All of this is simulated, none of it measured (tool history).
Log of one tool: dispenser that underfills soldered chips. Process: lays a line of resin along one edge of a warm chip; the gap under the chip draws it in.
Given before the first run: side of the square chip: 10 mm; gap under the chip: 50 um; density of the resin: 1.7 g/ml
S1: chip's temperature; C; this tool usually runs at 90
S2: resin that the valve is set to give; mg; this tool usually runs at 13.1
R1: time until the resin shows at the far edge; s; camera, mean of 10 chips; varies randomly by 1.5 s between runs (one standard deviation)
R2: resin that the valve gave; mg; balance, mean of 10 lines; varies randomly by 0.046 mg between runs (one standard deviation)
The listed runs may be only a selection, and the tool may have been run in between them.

run,hour,S1,S2,R1,R2
1,0.0,90,13.1,202.4,12.74
# hour 5.2: new syringe of resin
2,6.3,90,13.1,152.4,12.79
3,14.4,103,13.1,132.0,12.72
# hour 18.2: new syringe of resin
4,20.8,103,13.1,90.7,12.72
5,24.7,103,13.1,109.0,12.63
6,29.6,90,16.1,244.3,15.51
# hour 31.5: new syringe of resin
7,33.5,101,13.1,97.1,12.62
8,40.6,101,13.1,136.7,12.63
# hour 44.7: new syringe of resin
9,44.7,86,13.1,162.2,12.55
10,52.3,86,13.9,253.4,13.29
# hour 57.7: new syringe of resin
11,59.1,86,13.9,180.5,13.26
12,65.3,86,13.9,255.0,13.24
# hour 71.2: new syringe of resin
13,71.6,86,13.9,170.2,13.09
14,79.1,93,13.1,186.4,12.31
# hour 84.1: new syringe of resin
15,86.1,93,13.1,137.5,12.31
16,90.8,93,13.1,171.6,12.21
17,95.4,90,13.1,249.1,12.24
# hour 97.6: new syringe of resin
18,103.6,90,13.1,193.1,12.26
# hour 110.1: dispensing valve cleaned and set on the balance
# hour 111.7: new syringe of resin
19,112.6,102,11.1,88.6,11.17

Estimate the outcome of run 20 from the log above:
20,120.1,93,13.9,?,?

Logged for run 20: R1 187.7 s, R2 13.93 mg.
Had the tool carried no hidden state, the very same run would have given R1 123.8 s, R2 13.94 mg.
